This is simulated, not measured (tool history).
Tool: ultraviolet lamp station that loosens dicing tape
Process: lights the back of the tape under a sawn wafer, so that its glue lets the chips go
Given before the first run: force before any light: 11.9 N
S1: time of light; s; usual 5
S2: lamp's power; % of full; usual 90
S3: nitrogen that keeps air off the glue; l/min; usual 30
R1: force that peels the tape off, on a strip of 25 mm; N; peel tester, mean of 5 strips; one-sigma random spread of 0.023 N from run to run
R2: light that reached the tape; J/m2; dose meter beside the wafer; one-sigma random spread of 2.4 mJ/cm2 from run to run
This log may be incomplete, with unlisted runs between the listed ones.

Run 1, day 0: usual settings. Result: R1 1.451 N, R2 2330 J/m2.
Run 2, day 1.358: usual settings. Result: R1 1.507 N, R2 2270 J/m2.
At day 3.562: window cleaned of glue's vapour.
Run 3, day 3.562: usual settings. Result: R1 1.439 N, R2 2420 J/m2.
Run 4, day 5.288: usual settings. Result: R1 1.353 N, R2 2370 J/m2.
Run 5, day 6.612: usual settings. Result: R1 1.381 N, R2 2360 J/m2.
Run 6, day 8.258: usual settings. Result: R1 1.373 N, R2 2370 J/m2.
Run 7, day 9.875: usual settings. Result: R1 1.478 N, R2 2310 J/m2.
Run 8, day 12.417: usual settings. Result: R1 1.506 N, R2 2240 J/m2.
Run 9, day 14.725: usual settings. Result: R1 1.549 N, R2 2250 J/m2.
Run 10, day 15.833: usual settings but S3 16 l/min. Result: R1 2.114 N, R2 2190 J/m2.
Run 11, day 18.192: usual settings but S3 16 l/min. Result: R1 2.112 N, R2 2150 J/m2.
Run 12, day 20.733: usual settings. Result: R1 1.647 N, R2 2210 J/m2.
Run 13, day 22.579: usual settings but S1 3 s. Result: R1 3.538 N, R2 1290 J/m2.
Run 14, day 24.383: usual settings but S1 3 s. Result: R1 3.654 N, R2 1270 J/m2.
Run 15, day 26.704: usual settings but S1 3 s. Result: R1 3.764 N, R2 1260 J/m2.
Run 16, day 29.217: usual settings but S1 3 s. Result: R1 3.871 N, R2 1180 J/m2.
At day 29.796: window cleaned of glue's vapour.
Run 17, day 31.425: usual settings. Result: R1 1.697 N, R2 2120 J/m2.
Run 18, day 33.579: usual settings. Result: R1 1.808 N, R2 2110 J/m2.
Run 19, day 34.825: usual settings but S1 2 s. Result: R1 5.366 N, R2 820 J/m2.
Run 20, day 36.725: usual settings but S1 2 s, S3 41 l/min. Result: R1 5.199 N, R2 820 J/m2.
Run 21, day 39.275: usual settings but S1 2 s, S2 73 % of full, S3 10 l/min. Result: R1 7.413 N, R2 620 J/m2.
Run 22, day 40.717: usual settings but S1 2 s, S2 82 % of full, S3 18 l/min. Result: R1 6.632 N, R2 700 J/m2.
Run 23, day 42.138: usual settings but S1 3 s, S2 97 % of full, S3 56 l/min. Result: R1 3.087 N, R2 1310 J/m2.
Run 24, day 44.438: usual settings but S2 66 % of full, S3 11 l/min. Result: R1 4.213 N, R2 1480 J/m2.

Estimate the outcome of run 25 from the log above:
Run 25, day 46.783: usual settings but S1 9 s, S2 86 % of full, S3 60 l/min. Result: R1 ?, R2 ?.

R1: 0.494 N
R2: 3340 J/m2
If the tool had no hidden condition, the same run with the same run-to-run variation would have returned R1 0.273 N, R2 4520 J/m2.

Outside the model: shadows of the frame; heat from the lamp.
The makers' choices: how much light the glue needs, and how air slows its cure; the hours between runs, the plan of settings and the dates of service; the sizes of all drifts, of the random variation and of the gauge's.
